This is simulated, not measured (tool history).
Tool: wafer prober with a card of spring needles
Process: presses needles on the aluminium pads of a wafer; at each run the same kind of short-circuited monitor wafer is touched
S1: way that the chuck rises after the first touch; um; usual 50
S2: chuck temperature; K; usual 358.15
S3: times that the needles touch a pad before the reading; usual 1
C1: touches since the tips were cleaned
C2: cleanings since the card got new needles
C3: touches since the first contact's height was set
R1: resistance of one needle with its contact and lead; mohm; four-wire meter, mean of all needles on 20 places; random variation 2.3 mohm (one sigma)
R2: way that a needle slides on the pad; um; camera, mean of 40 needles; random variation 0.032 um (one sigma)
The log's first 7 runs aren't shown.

At hour 110.7: tips cleaned on abrasive film.
Run 8, hour 116.3: usual settings but S1 62 um, S3 2; C1 1757; C2 36; C3 36953. Result: R1 255 mohm, R2 9.22 um.
At hour 133.3: tips cleaned on abrasive film.
Run 9, hour 134.4: usual settings but S3 2; C1 344; C2 37; C3 42552. Result: R1 254 mohm, R2 7.43 um.
Run 10, hour 145.4: usual settings but S3 2; C1 3769; C2 37; C3 45977. Result: R1 256 mohm, R2 7.47 um.
At hour 156.0: tips cleaned on abrasive film.
Run 11, hour 158.3: usual settings; C1 694; C2 38; C3 49953. Result: R1 255 mohm, R2 7.41 um.
Run 12, hour 177.4: usual settings; C1 6644; C2 38; C3 55903. Result: R1 255 mohm, R2 7.44 um.
At hour 179.6: tips cleaned on abrasive film.
Run 13, hour 200.3: usual settings; C1 6445; C2 39; C3 63011. Result: R1 256 mohm, R2 7.42 um.
At hour 202.4: tips cleaned on abrasive film.
Run 14, hour 222.9: usual settings; C1 6395; C2 40; C3 70022. Result: R1 250 mohm, R2 7.39 um.
At hour 225.2: tips cleaned on abrasive film.
Run 15, hour 232.8: usual settings; C1 2365; C2 41; C3 73062. Result: R1 256 mohm, R2 7.35 um.
At hour 247.5: tips cleaned on abrasive film.
Run 16, hour 247.7: usual settings but S1 61 um; C1 79; C2 42; C3 77680. Result: R1 250 mohm, R2 9.09 um.
Run 17, hour 259.9: usual settings but S1 61 um; C1 3873; C2 42; C3 81474. Result: R1 252 mohm, R2 9.11 um.
At hour 269.7: tips cleaned on abrasive film.
Run 18, hour 272.4: usual settings but S1 47 um; C1 846; C2 43; C3 85333. Result: R1 253 mohm, R2 6.98 um.
Run 19, hour 284.2: usual settings but S2 341.15 K; C1 4508; C2 43; C3 88995. Result: R1 249 mohm, R2 7.40 um.
At hour 292.1: tips cleaned on abrasive film.
Run 20, hour 301.1: usual settings but S1 64 um, S2 300.15 K, S3 2; C1 2802; C2 44; C3 94230. Result: R1 239 mohm, R2 9.48 um.
At hour 314.4: tips cleaned on abrasive film.
Run 21, hour 324.6: usual settings but S1 40 um, S3 3; C1 3184; C2 45; C3 101516. Result: R1 252 mohm, R2 5.93 um.
Run 22, hour 335.8: usual settings but S1 40 um, S3 3; C1 6673; C2 45; C3 105005. Result: R1 257 mohm, R2 5.96 um.
At hour 337.1: tips cleaned on abrasive film.
Run 23, hour 350.2: usual settings but S1 36 um, S2 383.15 K; C1 4069; C2 46; C3 109452. Result: R1 261 mohm, R2 5.36 um.
At hour 360.0: tips cleaned on abrasive film.
Run 24, hour 367.9: usual settings but S1 60 um, S2 378.15 K, S3 2; C1 2430; C2 47; C3 114911. Result: R1 257 mohm, R2 8.85 um.
At hour 383.3: tips cleaned on abrasive film.
Run 25, hour 384.0: usual settings but S1 60 um, S2 378.15 K, S3 2; C1 214; C2 48; C3 119906. Result: R1 257 mohm, R2 8.94 um.
Run 26, hour 396.4: usual settings but S1 60 um, S2 378.15 K, S3 2; C1 4082; C2 48; C3 123774. Result: R1 258 mohm, R2 8.94 um.

Run 27 comes next. What will it give?
At hour 406.6: tips cleaned on abrasive film.
Run 27, hour 416.1: usual settings but S1 60 um, S2 378.15 K, S3 2; C1 2946; C2 49; C3 129867. Result: R1 ?, R2 ?.

{"run 27": {"R1": 256, "R2": 8.92}}
Without the tool's hidden state the same run would have given R1 256 mohm, R2 8.92 um.

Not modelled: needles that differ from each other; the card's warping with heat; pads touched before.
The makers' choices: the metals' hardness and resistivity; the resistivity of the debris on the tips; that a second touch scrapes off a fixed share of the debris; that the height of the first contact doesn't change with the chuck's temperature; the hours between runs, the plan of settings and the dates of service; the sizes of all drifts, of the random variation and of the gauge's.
